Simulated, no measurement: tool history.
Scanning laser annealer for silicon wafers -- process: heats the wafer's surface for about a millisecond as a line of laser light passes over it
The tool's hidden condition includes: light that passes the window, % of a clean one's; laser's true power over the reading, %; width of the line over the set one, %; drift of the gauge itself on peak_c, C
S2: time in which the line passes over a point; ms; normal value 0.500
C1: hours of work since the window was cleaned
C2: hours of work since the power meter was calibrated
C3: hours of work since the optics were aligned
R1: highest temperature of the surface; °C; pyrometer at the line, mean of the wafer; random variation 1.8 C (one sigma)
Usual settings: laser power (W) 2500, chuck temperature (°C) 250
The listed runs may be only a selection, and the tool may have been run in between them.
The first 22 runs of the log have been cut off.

run 23 hour=156.2 | laser_power_(W)=2266 S2=0.357 chuck_temperature_(°C)=286 | C1=10 C2=355 C3=339 | R1=880
run 24 hour=164.7 | laser_power_(W)=2323 S2=0.591 chuck_temperature_(°C)=250 | C1=15 C2=360 C3=345 | R1=1001
run 25 hour=169.5 | laser_power_(W)=2328 S2=0.386 chuck_temperature_(°C)=250 | C1=19 C2=364 C3=348 | R1=880
run 26 hour=174.4 | laser_power_(W)=2570 S2=0.543 chuck_temperature_(°C)=261 | C1=22 C2=367 C3=351 | R1=1066
-- hour=180.9 window over the wafer cleaned, once more
run 27 hour=181.4 | laser_power_(W)=2500 S2=0.430 chuck_temperature_(°C)=237 | C1=0 C2=371 C3=355 | R1=979
run 28 hour=189.7 | laser_power_(W)=2500 S2=0.430 chuck_temperature_(°C)=237 | C1=6 C2=376 C3=360 | R1=978
run 29 hour=194.0 | laser_power_(W)=2500 S2=0.430 chuck_temperature_(°C)=237 | C1=9 C2=379 C3=363 | R1=978
run 30 hour=198.8 | laser_power_(W)=2615 S2=0.545 chuck_temperature_(°C)=237 | C1=12 C2=383 C3=367 | R1=1094
run 31 hour=203.2 | laser_power_(W)=2194 S2=0.377 chuck_temperature_(°C)=265 | C1=15 C2=386 C3=370 | R1=876
run 32 hour=208.4 | laser_power_(W)=2654 S2=0.452 chuck_temperature_(°C)=236 | C1=19 C2=389 C3=373 | R1=1043

Consider 5 possible next runs. They are alternatives, not a sequence: every one starts from the tool as it was left by run 32. What does each give?
run A hour=216.2 | laser_power_(W)=2654 S2=0.362 chuck_temperature_(°C)=280 | C1=24 C2=395 C3=379 | R1=?
run B hour=216.2 | laser_power_(W)=2245 S2=0.415 chuck_temperature_(°C)=245 | C1=24 C2=395 C3=379 | R1=?
run C hour=216.2 | laser_power_(W)=2264 S2=0.431 chuck_temperature_(°C)=279 | C1=24 C2=395 C3=379 | R1=?
run D hour=216.2 | laser_power_(W)=2333 S2=0.500 chuck_temperature_(°C)=250 | C1=24 C2=395 C3=379 | R1=?
run E hour=216.2 | laser_power_(W)=2411 S2=0.490 chuck_temperature_(°C)=282 | C1=24 C2=395 C3=379 | R1=?

run=A R1=1013
run=B R1=894
run=C R1=945
run=D R1=985
run=E R1=1038
With the hidden condition removed and each run's random variation left untouched, the same runs would have given:
run=A R1=1015
run=B R1=896
run=C R1=946
run=D R1=986
run=E R1=1040
